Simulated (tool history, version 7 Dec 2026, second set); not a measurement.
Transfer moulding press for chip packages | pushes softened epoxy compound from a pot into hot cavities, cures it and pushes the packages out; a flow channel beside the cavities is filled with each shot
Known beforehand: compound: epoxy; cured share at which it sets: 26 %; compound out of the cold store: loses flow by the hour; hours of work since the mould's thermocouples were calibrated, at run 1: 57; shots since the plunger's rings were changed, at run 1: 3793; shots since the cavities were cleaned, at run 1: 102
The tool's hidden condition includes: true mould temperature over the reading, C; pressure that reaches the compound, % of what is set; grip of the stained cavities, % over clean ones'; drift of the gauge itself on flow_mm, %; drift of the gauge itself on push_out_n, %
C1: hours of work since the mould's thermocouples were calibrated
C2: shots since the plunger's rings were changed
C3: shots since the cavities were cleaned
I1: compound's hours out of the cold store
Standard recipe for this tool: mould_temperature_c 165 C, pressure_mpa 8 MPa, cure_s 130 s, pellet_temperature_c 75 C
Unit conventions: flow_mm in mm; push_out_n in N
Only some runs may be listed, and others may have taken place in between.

Run 1, hour 0: usual settings; C1 57; C2 3793; C3 102; I1 30.6. Result: flow_mm 914 mm, push_out_n 296 N.
Run 2, hour 14.6: usual settings; C1 63; C2 3888; C3 197; I1 31.1. Result: flow_mm 909 mm, push_out_n 329 N.
Run 3, hour 31.3: usual settings; C1 70; C2 3997; C3 306; I1 42.3. Result: flow_mm 846 mm, push_out_n 322 N.
Run 4, hour 46.2: usual settings; C1 76; C2 4094; C3 403; I1 35.6. Result: flow_mm 880 mm, push_out_n 359 N.
Run 5, hour 55.6: usual settings; C1 80; C2 4155; C3 464; I1 33.1. Result: flow_mm 899 mm, push_out_n 356 N.
Run 6, hour 69.1: usual settings but cure_s 162 s; C1 85; C2 4242; C3 551; I1 43.1. Result: flow_mm 840 mm, push_out_n 314 N.
Run 7, hour 78.4: usual settings but pressure_mpa 6.71 MPa, cure_s 128 s; C1 89; C2 4303; C3 612; I1 35.3. Result: flow_mm 807 mm, push_out_n 369 N.
Run 8, hour 90.3: usual settings but mould_temperature_c 173 C, cure_s 124 s, pellet_temperature_c 70 C; C1 94; C2 4380; C3 689; I1 32.1. Result: flow_mm 871 mm, push_out_n 314 N.
Run 9, hour 102.3: usual settings but pressure_mpa 6.49 MPa; C1 99; C2 4458; C3 767; I1 13.8. Result: flow_mm 904 mm, push_out_n 392 N.
Run 10, hour 112.6: usual settings but mould_temperature_c 166 C, pressure_mpa 9.25 MPa, pellet_temperature_c 74 C; C1 104; C2 4525; C3 834; I1 32.4. Result: flow_mm 957 mm, push_out_n 380 N.
Run 11, hour 120.7: usual settings but mould_temperature_c 159 C, cure_s 157 s, pellet_temperature_c 84 C; C1 107; C2 4578; C3 887; I1 26.9. Result: flow_mm 954 mm, push_out_n 428 N.
At hour 125: cavities cleaned with cleaning compound and waxed.
Run 12, hour 135.4: usual settings but mould_temperature_c 171 C, pressure_mpa 8.43 MPa, cure_s 147 s, pellet_temperature_c 81 C; C1 112; C2 4664; C3 68; I1 42.8. Result: flow_mm 839 mm, push_out_n 248 N.

Here are 5 independent what-if runs from the current tool condition. What would each one return?
Run A, hour 148.2: usual settings but mould_temperature_c 171 C, pressure_mpa 7.46 MPa, pellet_temperature_c 81 C; C1 118; C2 4747; C3 151; I1 47.6. Result: flow_mm ?, push_out_n ?.
Run B, hour 148.2: usual settings but mould_temperature_c 171 C, pressure_mpa 8.43 MPa, cure_s 147 s, pellet_temperature_c 73 C; C1 118; C2 4747; C3 151; I1 11.6. Result: flow_mm ?, push_out_n ?.
Run C, hour 148.2: usual settings but mould_temperature_c 160 C, pressure_mpa 8.43 MPa, cure_s 147 s, pellet_temperature_c 81 C; C1 118; C2 4747; C3 151; I1 34.6. Result: flow_mm ?, push_out_n ?.
Run D, hour 148.2: usual settings but mould_temperature_c 158 C, pressure_mpa 9.43 MPa, pellet_temperature_c 70 C; C1 118; C2 4747; C3 151; I1 35.9. Result: flow_mm ?, push_out_n ?.
Run E, hour 148.2: usual settings but mould_temperature_c 171 C, pressure_mpa 7.24 MPa, cure_s 147 s, pellet_temperature_c 81 C; C1 118; C2 4747; C3 151; I1 29. Result: flow_mm ?, push_out_n ?.

run  flow_mm  push_out_n
  A      766         249
  B     1024         249
  C      922         333
  D      981         484
  E      849         252
The same runs, with their run-to-run variation unchanged, on a tool lacking any hidden condition would have given:
run  flow_mm  push_out_n
  A      800         221
  B     1069         222
  C      963         298
  D     1025         433
  E      887         224
